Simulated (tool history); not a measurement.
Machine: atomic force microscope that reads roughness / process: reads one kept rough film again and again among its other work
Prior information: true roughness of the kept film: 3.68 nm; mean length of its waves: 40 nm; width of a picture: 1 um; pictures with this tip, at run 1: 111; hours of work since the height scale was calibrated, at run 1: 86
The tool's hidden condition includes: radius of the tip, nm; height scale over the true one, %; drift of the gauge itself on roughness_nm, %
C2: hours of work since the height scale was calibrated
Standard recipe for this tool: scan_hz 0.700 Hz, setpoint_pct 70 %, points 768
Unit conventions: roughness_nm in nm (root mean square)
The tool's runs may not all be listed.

run 1 hour=0.0 | scan_hz=0.700 setpoint_pct=70 points=768 | pictures_with_this_tip=111 C2=86 | roughness_nm=3.288
run 2 hour=53.1 | scan_hz=0.700 setpoint_pct=70 points=768 | pictures_with_this_tip=228 C2=122 | roughness_nm=3.183
run 3 hour=76.8 | scan_hz=0.700 setpoint_pct=70 points=768 | pictures_with_this_tip=281 C2=139 | roughness_nm=3.137
-- hour=121.8 new tip fitted
run 4 hour=124.3 | scan_hz=0.700 setpoint_pct=70 points=274 | pictures_with_this_tip=6 C2=171 | roughness_nm=3.360
run 5 hour=159.6 | scan_hz=0.700 setpoint_pct=70 points=274 | pictures_with_this_tip=84 C2=195 | roughness_nm=3.286
run 6 hour=209.0 | scan_hz=0.700 setpoint_pct=70 points=274 | pictures_with_this_tip=193 C2=228 | roughness_nm=3.197
run 7 hour=254.6 | scan_hz=0.700 setpoint_pct=70 points=768 | pictures_with_this_tip=294 C2=259 | roughness_nm=3.118
-- hour=292.4 new tip fitted
run 8 hour=301.0 | scan_hz=0.700 setpoint_pct=70 points=768 | pictures_with_this_tip=19 C2=290 | roughness_nm=3.374
run 9 hour=348.1 | scan_hz=0.620 setpoint_pct=70 points=768 | pictures_with_this_tip=123 C2=322 | roughness_nm=3.312
run 10 hour=372.9 | scan_hz=0.700 setpoint_pct=76 points=768 | pictures_with_this_tip=178 C2=339 | roughness_nm=3.225
run 11 hour=419.8 | scan_hz=0.700 setpoint_pct=76 points=768 | pictures_with_this_tip=282 C2=371 | roughness_nm=3.125
run 12 hour=445.4 | scan_hz=2.328 setpoint_pct=76 points=768 | pictures_with_this_tip=338 C2=389 | roughness_nm=2.921
-- hour=463.5 new tip fitted
run 13 hour=483.0 | scan_hz=2.328 setpoint_pct=76 points=729 | pictures_with_this_tip=43 C2=414 | roughness_nm=3.194
run 14 hour=535.1 | scan_hz=2.328 setpoint_pct=76 points=729 | pictures_with_this_tip=159 C2=449 | roughness_nm=3.070
-- hour=538.9 height scale calibrated on a step standard
run 15 hour=590.1 | scan_hz=2.328 setpoint_pct=76 points=729 | pictures_with_this_tip=278 C2=35 | roughness_nm=2.985
run 16 hour=627.7 | scan_hz=0.700 setpoint_pct=70 points=768 | pictures_with_this_tip=361 C2=60 | roughness_nm=3.092
-- hour=638.4 new tip fitted
-- hour=653.9 height scale calibrated on a step standard, once more
run 17 hour=669.0 | scan_hz=0.700 setpoint_pct=65 points=768 | pictures_with_this_tip=65 C2=10 | roughness_nm=3.361
run 18 hour=720.6 | scan_hz=0.700 setpoint_pct=65 points=768 | pictures_with_this_tip=180 C2=45 | roughness_nm=3.237
run 19 hour=760.7 | scan_hz=0.700 setpoint_pct=70 points=448 | pictures_with_this_tip=268 C2=73 | roughness_nm=3.154
run 20 hour=793.6 | scan_hz=0.700 setpoint_pct=70 points=448 | pictures_with_this_tip=341 C2=95 | roughness_nm=3.103
-- hour=811.2 new tip fitted
run 21 hour=832.5 | scan_hz=0.700 setpoint_pct=70 points=448 | pictures_with_this_tip=47 C2=121 | roughness_nm=3.311
run 22 hour=876.5 | scan_hz=0.700 setpoint_pct=64 points=476 | pictures_with_this_tip=145 C2=151 | roughness_nm=3.257
run 23 hour=909.5 | scan_hz=0.700 setpoint_pct=64 points=476 | pictures_with_this_tip=218 C2=174 | roughness_nm=3.205
run 24 hour=950.8 | scan_hz=0.700 setpoint_pct=70 points=349 | pictures_with_this_tip=309 C2=202 | roughness_nm=3.088
-- hour=981.8 new tip fitted
run 25 hour=984.3 | scan_hz=0.700 setpoint_pct=70 points=349 | pictures_with_this_tip=6 C2=224 | roughness_nm=3.373
run 26 hour=1040.7 | scan_hz=0.664 setpoint_pct=57 points=640 | pictures_with_this_tip=131 C2=262 | roughness_nm=3.318
run 27 hour=1089.5 | scan_hz=0.664 setpoint_pct=57 points=640 | pictures_with_this_tip=239 C2=296 | roughness_nm=3.230
run 28 hour=1113.9 | scan_hz=0.700 setpoint_pct=82 points=671 | pictures_with_this_tip=293 C2=312 | roughness_nm=3.113
run 29 hour=1146.5 | scan_hz=0.700 setpoint_pct=57 points=768 | pictures_with_this_tip=365 C2=334 | roughness_nm=3.127
-- hour=1151.1 new tip fitted
run 30 hour=1202.9 | scan_hz=0.634 setpoint_pct=58 points=380 | pictures_with_this_tip=115 C2=372 | roughness_nm=3.319
run 31 hour=1235.9 | scan_hz=0.634 setpoint_pct=58 points=380 | pictures_with_this_tip=188 C2=395 | roughness_nm=3.240
run 32 hour=1268.5 | scan_hz=3.468 setpoint_pct=58 points=505 | pictures_with_this_tip=260 C2=417 | roughness_nm=3.103
run 33 hour=1306.6 | scan_hz=3.318 setpoint_pct=58 points=569 | pictures_with_this_tip=344 C2=443 | roughness_nm=3.038
-- hour=1323.3 new tip fitted
run 34 hour=1348.8 | scan_hz=3.318 setpoint_pct=58 points=569 | pictures_with_this_tip=57 C2=471 | roughness_nm=3.249

Forecast run 35:
run 35 hour=1379.7 | scan_hz=0.589 setpoint_pct=77 points=423 | pictures_with_this_tip=125 C2=492 | roughness_nm=?

{"run 35": {"roughness_nm": 3.264}}
Without the tool's hidden state the same run would have given roughness_nm 3.381 nm (root mean square).

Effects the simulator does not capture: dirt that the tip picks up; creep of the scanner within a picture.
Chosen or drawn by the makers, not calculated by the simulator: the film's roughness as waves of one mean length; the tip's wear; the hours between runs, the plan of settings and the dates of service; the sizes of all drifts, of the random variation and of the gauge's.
